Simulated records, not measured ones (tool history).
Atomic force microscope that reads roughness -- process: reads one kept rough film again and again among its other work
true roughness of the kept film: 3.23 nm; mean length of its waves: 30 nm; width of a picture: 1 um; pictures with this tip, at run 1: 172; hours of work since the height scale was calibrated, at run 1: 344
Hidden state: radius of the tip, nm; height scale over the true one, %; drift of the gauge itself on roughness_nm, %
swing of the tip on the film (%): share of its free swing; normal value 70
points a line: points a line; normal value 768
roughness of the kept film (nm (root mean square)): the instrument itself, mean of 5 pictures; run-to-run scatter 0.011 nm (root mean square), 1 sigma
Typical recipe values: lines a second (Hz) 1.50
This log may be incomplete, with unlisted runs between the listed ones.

| run | day | lines a second (Hz) | swing of the tip on the film (%) | points a line | pictures with this tip | hours of work since the height scale was calibrated | roughness of the kept film (nm (root mean square)) |
|---|---|---|---|---|---|---|---|
| 1 | 0.000 | 1.50 | 70 | 768 | 172 | 344 | 2.198 |
|  | 1.875 | new tip fitted |
| 2 | 1.888 | 1.50 | 70 | 768 | 1 | 367 | 2.599 |
| 3 | 4.746 | 1.50 | 70 | 768 | 119 | 402 | 2.346 |
| 4 | 6.742 | 1.50 | 70 | 768 | 201 | 426 | 2.177 |
|  | 8.008 | new tip fitted |
| 5 | 9.392 | 3.56 | 70 | 768 | 57 | 458 | 2.226 |
| 6 | 12.254 | 3.64 | 70 | 768 | 175 | 493 | 1.983 |
|  | 14.125 | new tip fitted |
| 7 | 14.908 | 1.58 | 70 | 842 | 32 | 525 | 2.499 |

Estimate the outcome of run 8 from the log above:
| 8 | 16.208 | 1.50 | 59 | 538 | 86 | 541 | ? |

{"run 8": {"roughness of the kept film (nm (root mean square))": 2.466}}
Had the tool carried no hidden state, the very same run would have given roughness of the kept film (nm (root mean square)) 2.713.

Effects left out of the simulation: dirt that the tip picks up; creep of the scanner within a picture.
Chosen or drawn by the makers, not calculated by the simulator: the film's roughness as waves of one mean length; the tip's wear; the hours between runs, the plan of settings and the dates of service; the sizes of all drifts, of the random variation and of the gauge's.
